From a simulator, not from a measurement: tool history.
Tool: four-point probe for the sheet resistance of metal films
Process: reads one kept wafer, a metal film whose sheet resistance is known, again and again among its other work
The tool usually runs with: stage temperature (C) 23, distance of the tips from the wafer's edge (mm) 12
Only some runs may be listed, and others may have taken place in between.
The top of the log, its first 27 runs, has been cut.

| run | hour | stage temperature (C) | distance of the tips from the wafer's edge (mm) | sheet resistance as the instrument gives it (ohm/square) |
|---|---|---|---|---|
| 28 | 2108.1 | 25 | 12 | 0.292316 |
| 29 | 2175.1 | 25 | 53 | 0.29197 |
| 30 | 2267.5 | 25 | 53 | 0.291911 |
| 31 | 2350.5 | 23 | 6 | 0.293495 |
| 32 | 2417.1 | 19 | 68 | 0.293503 |
| 33 | 2478.5 | 19 | 68 | 0.293705 |
| 34 | 2533.3 | 19 | 68 | 0.293686 |
| 35 | 2620.8 | 27 | 14 | 0.291486 |
| 36 | 2688.9 | 30 | 4 | 0.292922 |
| 37 | 2761.8 | 29 | 9 | 0.291285 |
| 38 | 2857.1 | 29 | 9 | 0.291162 |

Alternative continuations, all from the tool just after run 38; predict every row:
| A | 2918.7 | 21 | 13 | ? |
| B | 2918.7 | 29 | 23 | ? |
| C | 2918.7 | 29 | 41 | ? |
| D | 2918.7 | 32 | 9 | ? |
| E | 2918.7 | 18 | 13 | ? |

| run | sheet resistance as the instrument gives it (ohm/square) |
|---|---|
| A | 0.293211 |
| B | 0.290772 |
| C | 0.290814 |
| D | 0.290479 |
| E | 0.294084 |
What these runs would have given with no unlogged condition in the tool:
| run | sheet resistance as the instrument gives it (ohm/square) |
|---|---|
| A | 0.292708 |
| B | 0.290269 |
| C | 0.290311 |
| D | 0.289975 |
| E | 0.29358 |
